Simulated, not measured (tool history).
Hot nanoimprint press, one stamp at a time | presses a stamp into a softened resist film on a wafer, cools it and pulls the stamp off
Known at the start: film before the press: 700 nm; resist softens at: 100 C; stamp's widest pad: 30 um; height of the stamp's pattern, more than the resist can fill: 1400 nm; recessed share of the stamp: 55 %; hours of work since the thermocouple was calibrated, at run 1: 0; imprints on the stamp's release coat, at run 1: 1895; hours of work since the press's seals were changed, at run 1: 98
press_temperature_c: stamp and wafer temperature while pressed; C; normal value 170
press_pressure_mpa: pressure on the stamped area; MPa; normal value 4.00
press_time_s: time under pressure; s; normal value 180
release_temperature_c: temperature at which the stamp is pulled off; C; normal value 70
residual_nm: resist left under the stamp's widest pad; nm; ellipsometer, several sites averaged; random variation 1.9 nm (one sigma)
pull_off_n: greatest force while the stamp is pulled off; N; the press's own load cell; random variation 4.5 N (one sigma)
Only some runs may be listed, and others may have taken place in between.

| run | hour | press_temperature_c | press_pressure_mpa | press_time_s | release_temperature_c | hours of work since the thermocouple was calibrated | imprints on the stamp's release coat | hours of work since the press's seals were changed | residual_nm | pull_off_n |
|---|---|---|---|---|---|---|---|---|---|---|
| 1 | 0.0 | 170 | 4.00 | 180 | 70 | 0 | 1895 | 98 | 390.8 | 410 |
|  | 43.9 | stamp cleaned and given a new release coat |
| 2 | 91.3 | 170 | 4.00 | 180 | 70 | 51 | 120 | 148 | 392.9 | 218 |
| 3 | 160.0 | 170 | 4.00 | 180 | 70 | 91 | 293 | 189 | 395.7 | 239 |
| 4 | 237.9 | 170 | 4.00 | 180 | 70 | 138 | 489 | 235 | 398.8 | 266 |
| 5 | 311.4 | 170 | 4.00 | 180 | 70 | 181 | 674 | 279 | 400.3 | 283 |
| 6 | 357.9 | 170 | 4.00 | 180 | 70 | 209 | 791 | 306 | 402.3 | 292 |
| 7 | 423.3 | 161 | 4.00 | 180 | 70 | 248 | 956 | 345 | 504.7 | 313 |
| 8 | 489.8 | 170 | 4.00 | 180 | 70 | 287 | 1124 | 385 | 406.6 | 328 |
| 9 | 534.6 | 174 | 4.00 | 180 | 70 | 314 | 1236 | 411 | 358.8 | 337 |
| 10 | 585.5 | 170 | 4.00 | 180 | 61 | 344 | 1365 | 441 | 411.7 | 400 |
| 11 | 643.0 | 170 | 2.76 | 180 | 70 | 378 | 1509 | 476 | 460.6 | 383 |
| 12 | 729.1 | 170 | 4.00 | 167 | 67 | 429 | 1726 | 527 | 419.7 | 426 |
|  | 764.2 | plate thermocouple calibrated |
| 13 | 792.5 | 163 | 2.51 | 104 | 70 | 17 | 1879 | 563 | 582.5 | 410 |
|  | 841.0 | stamp cleaned and given a new release coat |
| 14 | 872.3 | 163 | 2.51 | 104 | 70 | 61 | 78 | 606 | 584.1 | 228 |
| 15 | 948.9 | 163 | 2.51 | 104 | 70 | 106 | 272 | 652 | 586.3 | 244 |
| 16 | 986.0 | 163 | 2.51 | 104 | 70 | 128 | 365 | 674 | 590.4 | 259 |
| 17 | 1049.6 | 169 | 2.51 | 259 | 78 | 166 | 525 | 711 | 424.2 | 241 |
| 18 | 1103.2 | 173 | 4.00 | 180 | 63 | 198 | 660 | 743 | 367.9 | 317 |
| 19 | 1140.9 | 173 | 4.00 | 180 | 63 | 220 | 755 | 766 | 365.1 | 336 |
| 20 | 1206.0 | 177 | 4.00 | 180 | 77 | 259 | 919 | 804 | 327.4 | 279 |
| 21 | 1285.8 | 177 | 4.00 | 180 | 77 | 306 | 1120 | 852 | 327.1 | 302 |
| 22 | 1326.7 | 163 | 5.28 | 177 | 75 | 330 | 1223 | 876 | 452.5 | 312 |

Below are 3 alternative next runs, each starting from the tool's condition after run 22. Predict each:
| A | 1398.5 | 170 | 3.36 | 180 | 61 | 373 | 1404 | 919 | ? | ? |
| B | 1398.5 | 161 | 4.00 | 298 | 55 | 373 | 1404 | 919 | ? | ? |
| C | 1398.5 | 169 | 3.42 | 177 | 75 | 373 | 1404 | 919 | ? | ? |

| run | residual_nm | pull_off_n |
|---|---|---|
| A | 429.6 | 406 |
| B | 447.1 | 438 |
| C | 441.5 | 327 |
Without the tool's hidden state the same runs would have given:
| run | residual_nm | pull_off_n |
|---|---|---|
| A | 414.2 | 245 |
| B | 429.6 | 264 |
| C | 426.0 | 196 |

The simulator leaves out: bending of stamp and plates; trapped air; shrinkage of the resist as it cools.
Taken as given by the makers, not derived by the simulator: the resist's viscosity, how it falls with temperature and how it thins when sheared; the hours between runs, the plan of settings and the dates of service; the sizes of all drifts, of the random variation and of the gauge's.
